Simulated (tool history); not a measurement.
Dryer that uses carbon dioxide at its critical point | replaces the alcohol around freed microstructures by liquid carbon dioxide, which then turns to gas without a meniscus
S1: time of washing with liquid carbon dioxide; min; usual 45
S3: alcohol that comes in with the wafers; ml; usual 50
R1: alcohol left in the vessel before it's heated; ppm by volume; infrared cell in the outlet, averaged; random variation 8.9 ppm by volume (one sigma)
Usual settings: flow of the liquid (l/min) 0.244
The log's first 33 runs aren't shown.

run 34 hour=1359.9 | S1=35 flow_of_the_liquid_(l/min)=0.174 S3=119 | R1=8730
run 35 hour=1387.2 | S1=35 flow_of_the_liquid_(l/min)=0.174 S3=37 | R1=2791
run 36 hour=1424.4 | S1=35 flow_of_the_liquid_(l/min)=0.174 S3=37 | R1=2929
-- hour=1451.5 inlet filter changed
run 37 hour=1473.6 | S1=35 flow_of_the_liquid_(l/min)=0.161 S3=101 | R1=7227
run 38 hour=1498.1 | S1=29 flow_of_the_liquid_(l/min)=0.244 S3=52 | R1=2175
-- hour=1526.1 purifier's bed changed
run 39 hour=1554.5 | S1=40 flow_of_the_liquid_(l/min)=0.288 S3=79 | R1=681
run 40 hour=1606.2 | S1=34 flow_of_the_liquid_(l/min)=0.244 S3=41 | R1=1161
run 41 hour=1661.3 | S1=42 flow_of_the_liquid_(l/min)=0.219 S3=49 | R1=1104
run 42 hour=1695.6 | S1=42 flow_of_the_liquid_(l/min)=0.219 S3=49 | R1=1132
run 43 hour=1730.6 | S1=45 flow_of_the_liquid_(l/min)=0.244 S3=63 | R1=813
run 44 hour=1785.4 | S1=45 flow_of_the_liquid_(l/min)=0.264 S3=28 | R1=297
run 45 hour=1844.2 | S1=45 flow_of_the_liquid_(l/min)=0.264 S3=28 | R1=312

Forecast each of these 5 alternatives for the next run:
run A hour=1899.5 | S1=44 flow_of_the_liquid_(l/min)=0.389 S3=102 | R1=?
run B hour=1899.5 | S1=45 flow_of_the_liquid_(l/min)=0.244 S3=33 | R1=?
run C hour=1899.5 | S1=45 flow_of_the_liquid_(l/min)=0.244 S3=75 | R1=?
run D hour=1899.5 | S1=56 flow_of_the_liquid_(l/min)=0.285 S3=50 | R1=?
run E hour=1899.5 | S1=37 flow_of_the_liquid_(l/min)=0.264 S3=35 | R1=?

run=A R1=212
run=B R1=530
run=C R1=1153
run=D R1=160
run=E R1=796
Without the tool's hidden state the same runs would have given:
run=A R1=96
run=B R1=322
run=C R1=720
run=D R1=68
run=E R1=515
